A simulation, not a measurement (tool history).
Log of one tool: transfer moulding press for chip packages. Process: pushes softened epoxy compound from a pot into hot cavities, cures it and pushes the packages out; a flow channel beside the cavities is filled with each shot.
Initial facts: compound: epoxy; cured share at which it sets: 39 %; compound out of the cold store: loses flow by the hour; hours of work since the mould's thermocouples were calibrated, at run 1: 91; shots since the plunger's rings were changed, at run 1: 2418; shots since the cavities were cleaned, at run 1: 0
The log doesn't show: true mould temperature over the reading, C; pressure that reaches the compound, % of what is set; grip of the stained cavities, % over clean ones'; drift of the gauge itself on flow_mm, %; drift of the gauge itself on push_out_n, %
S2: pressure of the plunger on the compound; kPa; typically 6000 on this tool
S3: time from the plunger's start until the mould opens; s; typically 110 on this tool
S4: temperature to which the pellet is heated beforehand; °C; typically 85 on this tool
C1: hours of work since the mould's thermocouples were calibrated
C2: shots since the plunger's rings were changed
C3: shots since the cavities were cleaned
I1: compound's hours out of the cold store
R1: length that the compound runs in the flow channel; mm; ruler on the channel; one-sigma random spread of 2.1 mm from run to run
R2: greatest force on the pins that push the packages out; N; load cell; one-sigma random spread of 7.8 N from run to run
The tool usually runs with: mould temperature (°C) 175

Run 1, day 0: usual settings; C1 91; C2 2418; C3 0; I1 40.8. Result: R1 581 mm, R2 321 N.
Run 2, day 1.404: usual settings; C1 106; C2 2680; C3 262; I1 40.2. Result: R1 581 mm, R2 333 N.
At day 2.825: cavities cleaned with cleaning compound and waxed.
Run 3, day 3.221: usual settings but mould temperature (°C) 172; C1 124; C2 3008; C3 74; I1 35.3. Result: R1 597 mm, R2 404 N.
Run 4, day 5.475: usual settings; C1 147; C2 3428; C3 494; I1 37.2. Result: R1 590 mm, R2 311 N.
At day 5.667: cavities cleaned with cleaning compound and waxed.
Run 5, day 8.054: usual settings; C1 173; C2 3899; C3 446; I1 28.9. Result: R1 596 mm, R2 329 N.
At day 8.483: cavities cleaned with cleaning compound and waxed.
Run 6, day 9.667: usual settings; C1 188; C2 4188; C3 221; I1 21.3. Result: R1 609 mm, R2 321 N.
At day 11.396: cavities cleaned with cleaning compound and waxed.
Run 7, day 12.358: usual settings; C1 215; C2 4679; C3 180; I1 38.7. Result: R1 586 mm, R2 322 N.
At day 13.317: plunger's sealing rings changed.
At day 14.35: cavities cleaned with cleaning compound and waxed.
Run 8, day 14.992: usual settings but S3 99 s; C1 241; C2 301; C3 120; I1 37.6. Result: R1 588 mm, R2 395 N.
At day 17.129: cavities cleaned with cleaning compound and waxed.
Run 9, day 17.621: usual settings but S3 99 s; C1 267; C2 780; C3 92; I1 10.6. Result: R1 627 mm, R2 432 N.
At day 19.992: cavities cleaned with cleaning compound and waxed.
Run 10, day 20.221: usual settings but S3 99 s; C1 293; C2 1254; C3 42; I1 39.8. Result: R1 581 mm, R2 414 N.
Run 11, day 21.762: usual settings but S3 99 s; C1 309; C2 1542; C3 330; I1 22.4. Result: R1 608 mm, R2 429 N.
At day 22.875: cavities cleaned with cleaning compound and waxed.
Run 12, day 23.229: usual settings but mould temperature (°C) 176, S4 83 °C; C1 323; C2 1804; C3 66; I1 25.5. Result: R1 604 mm, R2 324 N.
Run 13, day 24.8: usual settings but mould temperature (°C) 176, S2 4760 kPa, S4 83 °C; C1 340; C2 2097; C3 359; I1 23.7. Result: R1 536 mm, R2 319 N.
At day 25.683: cavities cleaned with cleaning compound and waxed.
Run 14, day 26.146: usual settings but mould temperature (°C) 172, S2 5650 kPa, S3 128 s, S4 78 °C; C1 353; C2 2337; C3 86; I1 19.8. Result: R1 600 mm, R2 306 N.
At day 27.638: mould's thermocouples calibrated.
Run 15, day 27.983: usual settings but mould temperature (°C) 172, S2 5650 kPa, S3 128 s, S4 78 °C; C1 4; C2 2665; C3 414; I1 45.9. Result: R1 565 mm, R2 300 N.
At day 28.558: cavities cleaned with cleaning compound and waxed.
Run 16, day 29.921: usual settings but mould temperature (°C) 172, S2 5650 kPa, S3 128 s, S4 78 °C; C1 23; C2 3015; C3 254; I1 37.6. Result: R1 578 mm, R2 303 N.
At day 31.492: cavities cleaned with cleaning compound and waxed.
Run 17, day 31.933: usual settings but mould temperature (°C) 172, S2 5650 kPa, S3 128 s, S4 95 °C; C1 43; C2 3379; C3 82; I1 26. Result: R1 587 mm, R2 305 N.
Run 18, day 34.158: usual settings but mould temperature (°C) 182, S2 7440 kPa, S3 93 s, S4 87 °C; C1 66; C2 3795; C3 498; I1 37.8. Result: R1 636 mm, R2 298 N.
At day 34.454: cavities cleaned with cleaning compound and waxed.
Run 19, day 36.675: usual settings but mould temperature (°C) 183, S4 94 °C; C1 91; C2 4253; C3 415; I1 14.1. Result: R1 604 mm, R2 251 N.
At day 37.358: cavities cleaned with cleaning compound and waxed.
Run 20, day 38.196: usual settings but mould temperature (°C) 171, S2 7240 kPa, S4 81 °C; C1 106; C2 4525; C3 156; I1 37.3. Result: R1 651 mm, R2 414 N.

What differs in the tool's unlogged condition from the final listed run ahead of each entry between runs to the first listed run following it?
Between runs 2 and 3: cavities cleaned with cleaning compound and waxed (day 2.825)
  pressure that reaches the compound, % of what is set: 99.8 -> 99.78; grip of the stained cavities, % over clean ones': 1 -> 0.3
Between runs 4 and 5: cavities cleaned with cleaning compound and waxed (day 5.667)
  pressure that reaches the compound, % of what is set: 99.75 -> 99.72
Between runs 5 and 6: cavities cleaned with cleaning compound and waxed (day 8.483)
  pressure that reaches the compound, % of what is set: 99.72 -> 99.7; grip of the stained cavities, % over clean ones': 1.5 -> 0.8
Between runs 6 and 7: cavities cleaned with cleaning compound and waxed (day 11.396)
  pressure that reaches the compound, % of what is set: 99.7 -> 99.66
Between runs 7 and 8: plunger's sealing rings changed (day 13.317); cavities cleaned with cleaning compound and waxed (day 14.35)
  true mould temperature over the reading, C: 0 -> 0.01; pressure that reaches the compound, % of what is set: 99.66 -> 99.97; grip of the stained cavities, % over clean ones': 0.8 -> 0.5
Between runs 8 and 9: cavities cleaned with cleaning compound and waxed (day 17.129)
  pressure that reaches the compound, % of what is set: 99.97 -> 99.93; grip of the stained cavities, % over clean ones': 0.5 -> 0.4
Between runs 9 and 10: cavities cleaned with cleaning compound and waxed (day 19.992)
  pressure that reaches the compound, % of what is set: 99.93 -> 99.9; grip of the stained cavities, % over clean ones': 0.4 -> 0.2
Between runs 11 and 12: cavities cleaned with cleaning compound and waxed (day 22.875)
  pressure that reaches the compound, % of what is set: 99.88 -> 99.86; grip of the stained cavities, % over clean ones': 1.1 -> 0.3
Between runs 13 and 14: cavities cleaned with cleaning compound and waxed (day 25.683)
  pressure that reaches the compound, % of what is set: 99.84 -> 99.83; grip of the stained cavities, % over clean ones': 1.2 -> 0.3
Between runs 14 and 15: mould's thermocouples calibrated (day 27.638)
  true mould temperature over the reading, C: 0.01 -> -0.01; pressure that reaches the compound, % of what is set: 99.83 -> 99.81; grip of the stained cavities, % over clean ones': 0.3 -> 1.3
Between runs 15 and 16: cavities cleaned with cleaning compound and waxed (day 28.558)
  pressure that reaches the compound, % of what is set: 99.81 -> 99.78; grip of the stained cavities, % over clean ones': 1.3 -> 0.9
Between runs 16 and 17: cavities cleaned with cleaning compound and waxed (day 31.492)
  pressure that reaches the compound, % of what is set: 99.78 -> 99.75; grip of the stained cavities, % over clean ones': 0.9 -> 0.3
Between runs 18 and 19: cavities cleaned with cleaning compound and waxed (day 34.454)
  pressure that reaches the compound, % of what is set: 99.72 -> 99.69; grip of the stained cavities, % over clean ones': 1.6 -> 1.4
Between runs 19 and 20: cavities cleaned with cleaning compound and waxed (day 37.358)
  pressure that reaches the compound, % of what is set: 99.69 -> 99.67; grip of the stained cavities, % over clean ones': 1.4 -> 0.6
